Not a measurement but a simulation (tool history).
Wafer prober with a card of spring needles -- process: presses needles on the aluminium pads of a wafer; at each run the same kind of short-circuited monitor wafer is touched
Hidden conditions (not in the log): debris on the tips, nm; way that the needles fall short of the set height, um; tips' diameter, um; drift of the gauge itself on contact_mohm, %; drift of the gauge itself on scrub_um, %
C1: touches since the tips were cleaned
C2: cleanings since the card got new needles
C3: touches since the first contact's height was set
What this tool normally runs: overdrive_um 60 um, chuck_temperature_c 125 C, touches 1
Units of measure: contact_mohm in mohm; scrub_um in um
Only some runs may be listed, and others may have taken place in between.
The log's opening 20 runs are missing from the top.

-- hour=307.1 tips cleaned on abrasive film
-- hour=313.8 tips cleaned on abrasive film
run 21 hour=315.0 | overdrive_um=75 chuck_temperature_c=30 touches=1 | C1=301 C2=109 C3=48924 | contact_mohm=203 scrub_um=16.00
-- hour=320.3 tips cleaned on abrasive film
-- hour=327.5 tips cleaned on abrasive film
run 22 hour=330.1 | overdrive_um=43 chuck_temperature_c=39 touches=1 | C1=658 C2=111 C3=52688 | contact_mohm=249 scrub_um=9.01
-- hour=334.9 tips cleaned on abrasive film
-- hour=341.5 tips cleaned on abrasive film
run 23 hour=341.5 | overdrive_um=50 chuck_temperature_c=53 touches=3 | C1=0 C2=113 C3=55516 | contact_mohm=215 scrub_um=10.46
-- hour=348.8 tips cleaned on abrasive film
-- hour=355.8 tips cleaned on abrasive film
run 24 hour=359.0 | overdrive_um=51 chuck_temperature_c=46 touches=1 | C1=815 C2=115 C3=59895 | contact_mohm=240 scrub_um=10.66
-- hour=363.3 tips cleaned on abrasive film
-- hour=370.3 tips cleaned on abrasive film
run 25 hour=373.8 | overdrive_um=51 chuck_temperature_c=46 touches=3 | C1=888 C2=117 C3=63582 | contact_mohm=225 scrub_um=10.61
-- hour=376.9 tips cleaned on abrasive film
-- hour=383.5 tips cleaned on abrasive film
run 26 hour=383.5 | overdrive_um=70 chuck_temperature_c=41 touches=1 | C1=0 C2=119 C3=65990 | contact_mohm=201 scrub_um=14.75
-- hour=390.7 tips cleaned on abrasive film
-- hour=397.5 tips cleaned on abrasive film
run 27 hour=403.2 | overdrive_um=70 chuck_temperature_c=41 touches=1 | C1=1436 C2=121 C3=70914 | contact_mohm=225 scrub_um=14.72
-- hour=404.5 tips cleaned on abrasive film
-- hour=411.8 tips cleaned on abrasive film
-- hour=414.9 height of the first contact set anew
-- hour=419.3 tips cleaned on abrasive film
run 28 hour=422.7 | overdrive_um=63 chuck_temperature_c=50 touches=2 | C1=869 C2=124 C3=1962 | contact_mohm=217 scrub_um=13.81
-- hour=426.8 tips cleaned on abrasive film
-- hour=433.3 tips cleaned on abrasive film
run 29 hour=438.2 | overdrive_um=63 chuck_temperature_c=50 touches=2 | C1=1241 C2=126 C3=5831 | contact_mohm=219 scrub_um=13.74
-- hour=440.8 tips cleaned on abrasive film
-- hour=447.2 tips cleaned on abrasive film
-- hour=453.5 tips cleaned on abrasive film
run 30 hour=454.2 | overdrive_um=79 chuck_temperature_c=109 touches=2 | C1=185 C2=129 C3=9795 | contact_mohm=215 scrub_um=17.19

Here are 3 independent what-if runs from the current tool condition. What would each one return?
-- hour=460.8 tips cleaned on abrasive film
-- hour=467.9 tips cleaned on abrasive film
run A hour=472.5 | overdrive_um=79 chuck_temperature_c=109 touches=2 | C1=1160 C2=131 C3=14370 | contact_mohm=? scrub_um=?
-- hour=460.8 tips cleaned on abrasive film
-- hour=467.9 tips cleaned on abrasive film
run B hour=472.5 | overdrive_um=53 chuck_temperature_c=56 touches=3 | C1=1160 C2=131 C3=14370 | contact_mohm=? scrub_um=?
-- hour=460.8 tips cleaned on abrasive film
-- hour=467.9 tips cleaned on abrasive film
run C hour=472.5 | overdrive_um=60 chuck_temperature_c=125 touches=3 | C1=1160 C2=131 C3=14370 | contact_mohm=? scrub_um=?

run=A contact_mohm=223 scrub_um=17.22
run=B contact_mohm=225 scrub_um=11.47
run=C contact_mohm=232 scrub_um=13.01
The same runs, with their run-to-run variation unchanged, on a tool lacking any hidden condition would have given:
run=A contact_mohm=211 scrub_um=17.34
run=B contact_mohm=209 scrub_um=11.59
run=C contact_mohm=220 scrub_um=13.14
